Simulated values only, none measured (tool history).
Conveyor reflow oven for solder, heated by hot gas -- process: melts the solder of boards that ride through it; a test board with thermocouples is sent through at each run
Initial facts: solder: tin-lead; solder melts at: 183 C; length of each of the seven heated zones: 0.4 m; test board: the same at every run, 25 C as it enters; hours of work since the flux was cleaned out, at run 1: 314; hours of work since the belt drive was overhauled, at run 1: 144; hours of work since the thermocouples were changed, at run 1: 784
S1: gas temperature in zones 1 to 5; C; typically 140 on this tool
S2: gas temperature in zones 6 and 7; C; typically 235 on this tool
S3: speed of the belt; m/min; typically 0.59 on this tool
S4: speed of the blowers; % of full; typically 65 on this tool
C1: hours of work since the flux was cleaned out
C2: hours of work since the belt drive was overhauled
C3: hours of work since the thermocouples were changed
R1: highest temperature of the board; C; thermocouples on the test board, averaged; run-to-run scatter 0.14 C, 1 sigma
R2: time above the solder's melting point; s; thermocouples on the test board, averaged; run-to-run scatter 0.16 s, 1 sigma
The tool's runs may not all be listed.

run,day,S1,S2,S3,S4,C1,C2,C3,R1,R2
1,0,140,235,0.59,65,314,144,784,215.1,59.1
2,0.242,140,235,0.59,66,318,148,789,215.6,59.4
3,0.6,140,235,0.59,66,325,155,796,215.1,59.2
4,1.038,140,235,0.59,66,333,163,804,215.1,59.2
5,1.392,140,235,0.59,89,340,170,811,220.8,64.3
6,1.617,140,235,0.59,62,345,175,815,214.1,57.6
7,1.9,140,235,0.59,65,350,180,821,215.1,58.8
8,2.267,140,235,0.59,65,357,187,828,215,58.8
9,2.688,140,235,0.59,65,365,195,836,215.3,58.7
10,3.1,140,235,0.59,65,373,203,844,214.9,58.8
11,3.433,140,235,0.6,65,379,209,850,214.3,57.3
12,3.671,140,238,0.6,65,384,214,855,216.6,59.4
13,4.108,140,238,0.704,65,392,222,863,210.1,43.7
14,4.362,140,238,0.704,53,397,227,868,205.1,37.7
15,4.812,140,238,0.704,53,406,236,876,204.8,37.8
16,5.267,140,238,0.704,53,414,245,885,204.9,37.6
# day 5.592: thermocouples of zones 6 and 7 changed
17,5.846,135,246,0.595,53,424,254,5,216.9,57.3
18,6.167,147,247,0.612,70,430,260,11,225.4,67.9
19,6.454,140,235,0.641,53,436,266,17,206.2,43.6
20,6.933,139,235,0.59,52,445,275,26,209.1,51.5
21,7.379,140,235,0.59,87,453,283,34,219.1,63.3
# day 7.812: flux residue cleaned out of gas plates and filters
22,7.954,139,235,0.655,65,3,290,41,212.6,50
23,8.271,139,235,0.655,65,9,296,47,212.2,49.9
24,8.675,140,235,0.477,85,17,304,55,227.1,86.6
25,8.992,140,235,0.477,85,23,310,61,227,86.5
26,9.438,140,235,0.477,85,31,319,70,226.8,87.1
27,9.942,127,235,0.662,84,41,329,79,214.9,49.2
28,10.225,127,235,0.662,84,46,334,85,215,48.7
29,10.571,127,235,0.662,84,53,341,91,214.9,48.7
30,10.971,127,242,0.59,65,61,348,99,219.4,58.5
31,11.358,127,242,0.59,65,68,356,107,219.6,58.3

How would selected steps in R1 from run to run divide? Give the signed amount a tool lacking its hidden state would still show from settings, what came in and random variation, and the signed amount left for the hidden state, including any gauge scatter that is not in both of the compared results.
The hidden state here: heat that the gas passes to the board, % of a clean oven's; belt's true speed, % of the reading; true gas temperature in zones 6 and 7 over the reading, C; drift of the gauge itself on peak_c, C; drift of the gauge itself on liquid_s, %.
Run 12 -> 13: S3 0.6 -> 0.704. R1 -6.5 C: hidden state -0.6, all else -5.9.
Run 16 -> 17: S1 140 -> 135, S2 238 -> 246, S3 0.704 -> 0.595, thermocouples of zones 6 and 7 changed. R1 +12 C: hidden state -0.7, all else +12.7.
Run 18 -> 19: S1 147 -> 140, S2 247 -> 235, S3 0.612 -> 0.641, S4 70 -> 53. R1 -19.2 C: hidden state +0.3, all else -19.5.
Run 21 -> 22: S1 140 -> 139, S3 0.59 -> 0.655, S4 87 -> 65, flux residue cleaned out of gas plates and filters. R1 -6.5 C: hidden state +2.8, all else -9.3.
Run 23 -> 24: S1 139 -> 140, S3 0.655 -> 0.477, S4 65 -> 85. R1 +14.9 C: hidden state +0.1, all else +14.8.
